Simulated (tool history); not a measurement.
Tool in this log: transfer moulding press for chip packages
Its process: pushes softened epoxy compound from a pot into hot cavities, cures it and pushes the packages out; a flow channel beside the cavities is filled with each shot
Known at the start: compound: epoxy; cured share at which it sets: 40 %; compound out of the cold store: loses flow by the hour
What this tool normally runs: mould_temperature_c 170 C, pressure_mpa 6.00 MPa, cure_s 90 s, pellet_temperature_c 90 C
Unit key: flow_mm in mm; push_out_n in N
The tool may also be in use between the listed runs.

run	day	mould_temperature_c	pressure_mpa	cure_s	pellet_temperature_c	incoming compound's hours out of the cold store	flow_mm	push_out_n
1	0.000	170	6.00	90	90	22.4	854	661
# day 0.558: cavities cleaned with cleaning compound and waxed
2	0.717	170	6.00	90	88	30.3	824	506
3	1.704	170	4.83	90	90	14.9	790	696
# day 2.342: cavities cleaned with cleaning compound and waxed
4	2.771	170	4.83	90	90	41.3	701	555
5	3.467	170	6.00	119	90	37.5	791	571
# day 4.192: cavities cleaned with cleaning compound and waxed
# day 4.354: plunger's sealing rings changed
6	4.546	170	6.00	119	90	19.9	873	447
7	5.200	170	6.00	119	90	38.2	804	567
# day 6.079: cavities cleaned with cleaning compound and waxed
8	6.383	170	6.00	119	90	26.8	845	467
9	7.688	170	6.00	81	90	8.4	914	826
# day 7.871: cavities cleaned with cleaning compound and waxed
10	8.633	170	6.00	90	90	13.9	889	619
# day 9.721: cavities cleaned with cleaning compound and waxed
11	9.942	170	6.00	90	90	31.5	820	487
12	11.125	168	6.00	90	90	13.6	894	759
# day 11.567: cavities cleaned with cleaning compound and waxed
13	11.742	168	6.00	90	90	39.8	792	525
14	12.317	170	6.00	75	90	12.1	890	792
15	12.850	170	6.00	75	90	16.4	873	881

Estimate the outcome of run 16 from the log above:
# day 13.425: cavities cleaned with cleaning compound and waxed
16	13.467	170	6.06	88	90	20.4	?	?

{"run 16": {"flow_mm": 860, "push_out_n": 447}}
Minus the tool's unlogged condition, the same run would have read flow_mm 876 mm, push_out_n 444 N.
